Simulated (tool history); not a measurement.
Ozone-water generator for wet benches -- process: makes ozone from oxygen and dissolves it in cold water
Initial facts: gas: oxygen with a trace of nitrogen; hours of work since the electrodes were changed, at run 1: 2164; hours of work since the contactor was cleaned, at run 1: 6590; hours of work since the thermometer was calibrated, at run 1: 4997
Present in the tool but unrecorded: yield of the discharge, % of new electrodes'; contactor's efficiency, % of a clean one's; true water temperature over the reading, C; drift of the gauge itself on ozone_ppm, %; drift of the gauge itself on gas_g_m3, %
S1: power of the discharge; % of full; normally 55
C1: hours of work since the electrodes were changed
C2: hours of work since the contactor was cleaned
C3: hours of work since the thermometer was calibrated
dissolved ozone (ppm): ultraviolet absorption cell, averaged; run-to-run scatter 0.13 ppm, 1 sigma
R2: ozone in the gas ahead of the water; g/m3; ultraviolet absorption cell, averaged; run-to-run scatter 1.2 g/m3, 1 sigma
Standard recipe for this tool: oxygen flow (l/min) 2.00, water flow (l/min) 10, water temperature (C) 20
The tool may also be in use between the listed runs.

{"run": 1, "day": 0.0, "S1": 55, "oxygen flow (l/min)": 2.0, "water flow (l/min)": 10, "water temperature (C)": 20, "C1": 2164, "C2": 6590, "C3": 4997, "dissolved ozone (ppm)": 12.8, "R2": 209.6}
{"run": 2, "day": 4.838, "S1": 55, "oxygen flow (l/min)": 2.0, "water flow (l/min)": 10, "water temperature (C)": 20, "C1": 2234, "C2": 6660, "C3": 5067, "dissolved ozone (ppm)": 12.8, "R2": 209.3}
{"run": 3, "day": 13.192, "S1": 42, "oxygen flow (l/min)": 2.0, "water flow (l/min)": 10, "water temperature (C)": 20, "C1": 2354, "C2": 6780, "C3": 5187, "dissolved ozone (ppm)": 11.3, "R2": 177.7}
{"run": 4, "day": 17.917, "S1": 42, "oxygen flow (l/min)": 2.0, "water flow (l/min)": 10, "water temperature (C)": 20, "C1": 2422, "C2": 6848, "C3": 5255, "dissolved ozone (ppm)": 11.0, "R2": 178.6}
{"run": 5, "day": 26.804, "S1": 42, "oxygen flow (l/min)": 2.0, "water flow (l/min)": 10, "water temperature (C)": 16, "C1": 2550, "C2": 6977, "C3": 5383, "dissolved ozone (ppm)": 11.2, "R2": 179.9}
{"run": 6, "day": 32.5, "S1": 55, "oxygen flow (l/min)": 2.0, "water flow (l/min)": 10, "water temperature (C)": 20, "C1": 2632, "C2": 7059, "C3": 5465, "dissolved ozone (ppm)": 12.7, "R2": 211.0}
{"run": 7, "day": 37.362, "S1": 55, "oxygen flow (l/min)": 2.0, "water flow (l/min)": 10, "water temperature (C)": 20, "C1": 2702, "C2": 7129, "C3": 5535, "dissolved ozone (ppm)": 12.7, "R2": 210.9}
{"run": 8, "day": 44.071, "S1": 55, "oxygen flow (l/min)": 2.97, "water flow (l/min)": 10, "water temperature (C)": 20, "C1": 2799, "C2": 7225, "C3": 5632, "dissolved ozone (ppm)": 13.2, "R2": 175.6}
{"run": 9, "day": 50.579, "S1": 55, "oxygen flow (l/min)": 2.0, "water flow (l/min)": 7, "water temperature (C)": 20, "C1": 2893, "C2": 7319, "C3": 5726, "dissolved ozone (ppm)": 17.6, "R2": 206.8}
{"run": 10, "day": 58.588, "S1": 55, "oxygen flow (l/min)": 2.0, "water flow (l/min)": 11, "water temperature (C)": 20, "C1": 3008, "C2": 7435, "C3": 5841, "dissolved ozone (ppm)": 11.3, "R2": 207.3}
{"day": 59.308, "done": "water thermometer calibrated"}
{"run": 11, "day": 63.2, "S1": 55, "oxygen flow (l/min)": 2.0, "water flow (l/min)": 11, "water temperature (C)": 20, "C1": 3074, "C2": 7501, "C3": 56, "dissolved ozone (ppm)": 11.4, "R2": 208.9}
{"run": 12, "day": 68.746, "S1": 55, "oxygen flow (l/min)": 2.0, "water flow (l/min)": 11, "water temperature (C)": 18, "C1": 3154, "C2": 7581, "C3": 136, "dissolved ozone (ppm)": 11.8, "R2": 210.1}
{"day": 69.629, "done": "contactor cleaned"}
{"run": 13, "day": 78.067, "S1": 55, "oxygen flow (l/min)": 2.0, "water flow (l/min)": 12, "water temperature (C)": 20, "C1": 3286, "C2": 122, "C3": 268, "dissolved ozone (ppm)": 9.6, "R2": 207.9}
{"run": 14, "day": 82.421, "S1": 74, "oxygen flow (l/min)": 2.78, "water flow (l/min)": 6, "water temperature (C)": 20, "C1": 3349, "C2": 184, "C3": 331, "dissolved ozone (ppm)": 21.6, "R2": 211.7}
{"day": 88.471, "done": "contactor cleaned, once more"}
{"run": 15, "day": 89.242, "S1": 74, "oxygen flow (l/min)": 2.78, "water flow (l/min)": 6, "water temperature (C)": 20, "C1": 3445, "C2": 11, "C3": 427, "dissolved ozone (ppm)": 25.8, "R2": 210.5}
{"run": 16, "day": 94.779, "S1": 74, "oxygen flow (l/min)": 2.78, "water flow (l/min)": 6, "water temperature (C)": 17, "C1": 3525, "C2": 91, "C3": 506, "dissolved ozone (ppm)": 27.1, "R2": 210.5}
{"run": 17, "day": 98.471, "S1": 64, "oxygen flow (l/min)": 1.17, "water flow (l/min)": 6, "water temperature (C)": 20, "C1": 3578, "C2": 144, "C3": 560, "dissolved ozone (ppm)": 22.3, "R2": 288.0}
{"run": 18, "day": 104.85, "S1": 55, "oxygen flow (l/min)": 2.36, "water flow (l/min)": 8, "water temperature (C)": 20, "C1": 3670, "C2": 236, "C3": 651, "dissolved ozone (ppm)": 17.0, "R2": 190.9}
{"run": 19, "day": 113.233, "S1": 55, "oxygen flow (l/min)": 2.36, "water flow (l/min)": 8, "water temperature (C)": 20, "C1": 3791, "C2": 357, "C3": 772, "dissolved ozone (ppm)": 17.1, "R2": 191.7}
{"run": 20, "day": 120.954, "S1": 55, "oxygen flow (l/min)": 2.0, "water flow (l/min)": 9, "water temperature (C)": 20, "C1": 3902, "C2": 468, "C3": 884, "dissolved ozone (ppm)": 15.2, "R2": 206.5}
{"run": 21, "day": 127.25, "S1": 81, "oxygen flow (l/min)": 2.0, "water flow (l/min)": 9, "water temperature (C)": 17, "C1": 3993, "C2": 559, "C3": 974, "dissolved ozone (ppm)": 19.7, "R2": 256.6}
{"run": 22, "day": 134.6, "S1": 81, "oxygen flow (l/min)": 2.0, "water flow (l/min)": 9, "water temperature (C)": 17, "C1": 4098, "C2": 665, "C3": 1080, "dissolved ozone (ppm)": 19.6, "R2": 259.1}
{"run": 23, "day": 141.621, "S1": 55, "oxygen flow (l/min)": 2.71, "water flow (l/min)": 10, "water temperature (C)": 27, "C1": 4200, "C2": 766, "C3": 1181, "dissolved ozone (ppm)": 12.6, "R2": 180.4}
{"run": 24, "day": 148.246, "S1": 55, "oxygen flow (l/min)": 2.71, "water flow (l/min)": 10, "water temperature (C)": 27, "C1": 4295, "C2": 861, "C3": 1277, "dissolved ozone (ppm)": 12.4, "R2": 180.3}
{"run": 25, "day": 153.75, "S1": 56, "oxygen flow (l/min)": 1.61, "water flow (l/min)": 9, "water temperature (C)": 13, "C1": 4374, "C2": 941, "C3": 1356, "dissolved ozone (ppm)": 15.6, "R2": 228.2}
{"run": 26, "day": 158.779, "S1": 56, "oxygen flow (l/min)": 1.61, "water flow (l/min)": 9, "water temperature (C)": 13, "C1": 4447, "C2": 1013, "C3": 1428, "dissolved ozone (ppm)": 16.0, "R2": 229.7}

Predict each of these 3 candidate next runs independently; none follows another, all start after run 26:
{"run": "A", "day": 162.675, "S1": 41, "oxygen flow (l/min)": 1.61, "water flow (l/min)": 7, "water temperature (C)": 25, "C1": 4503, "C2": 1069, "C3": 1485, "dissolved ozone (ppm)": "?", "R2": "?"}
{"run": "B", "day": 162.675, "S1": 60, "oxygen flow (l/min)": 1.61, "water flow (l/min)": 9, "water temperature (C)": 17, "C1": 4503, "C2": 1069, "C3": 1485, "dissolved ozone (ppm)": "?", "R2": "?"}
{"run": "C", "day": 162.675, "S1": 56, "oxygen flow (l/min)": 1.61, "water flow (l/min)": 8, "water temperature (C)": 13, "C1": 4503, "C2": 1069, "C3": 1485, "dissolved ozone (ppm)": "?", "R2": "?"}

run=A dissolved_ozone_(ppm)=14.6 R2=191.1
run=B dissolved_ozone_(ppm)=15.7 R2=237.5
run=C dissolved_ozone_(ppm)=18.0 R2=229.3
With no hidden state in the tool, these same runs would have given:
run=A dissolved_ozone_(ppm)=15.2 R2=196.0
run=B dissolved_ozone_(ppm)=16.6 R2=245.5
run=C dissolved_ozone_(ppm)=18.9 R2=236.6
